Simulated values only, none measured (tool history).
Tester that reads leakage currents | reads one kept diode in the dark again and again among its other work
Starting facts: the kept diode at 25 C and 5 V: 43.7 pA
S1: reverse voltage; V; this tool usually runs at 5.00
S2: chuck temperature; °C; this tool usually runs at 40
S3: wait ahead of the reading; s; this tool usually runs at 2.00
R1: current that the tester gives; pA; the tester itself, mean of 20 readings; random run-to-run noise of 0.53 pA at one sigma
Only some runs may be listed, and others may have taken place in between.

run    hour     S1  S2    S3      R1
  1     0.0   5.00  40  2.00  174.69
  2    50.8   5.00  40  2.00  175.38
  3   108.4   5.00  40  2.00  175.03
  4   197.2   5.00  40  2.00  175.64
  5   252.1   5.00  40  9.58  175.77
  6   370.2   5.00  40  9.58  176.48
  7   423.3   2.45  40  2.00  131.54
  8   478.4   5.00  31  2.00   79.98
  9   554.0   5.00  31  2.00   80.29
 10   665.8   5.00  31  2.00   81.11
 11   714.8   5.00  40  2.00  178.73
 12   788.6   5.00  20  2.00   30.08
 13   836.8   5.00  20  2.00   30.08
 14   943.4   2.66  45  2.00  209.95
 15   996.3  12.76  45  0.64  419.43
 16  1063.0  12.76  45  0.64  417.58
 17  1174.0   7.75  33  2.56  118.90
 18  1273.8   5.00  51  1.56  456.88
 19  1350.6   6.00  38  1.56  166.73
 20  1400.0   3.34  27  2.00   48.90
 21  1467.9   3.34  27  5.40   48.66
 22  1528.6   3.34  27  5.40   48.94
 23  1625.7   1.78  37  0.47   92.61
 24  1730.8  19.32  40  1.76  335.84
 25  1791.5  17.45  26  2.00  101.15

What does the tool deliver on the next run?
 26  1903.9  11.81  21  8.07   ?

R1: 54.80 pA
With no hidden state in the tool, this same run would have given R1 42.96 pA.
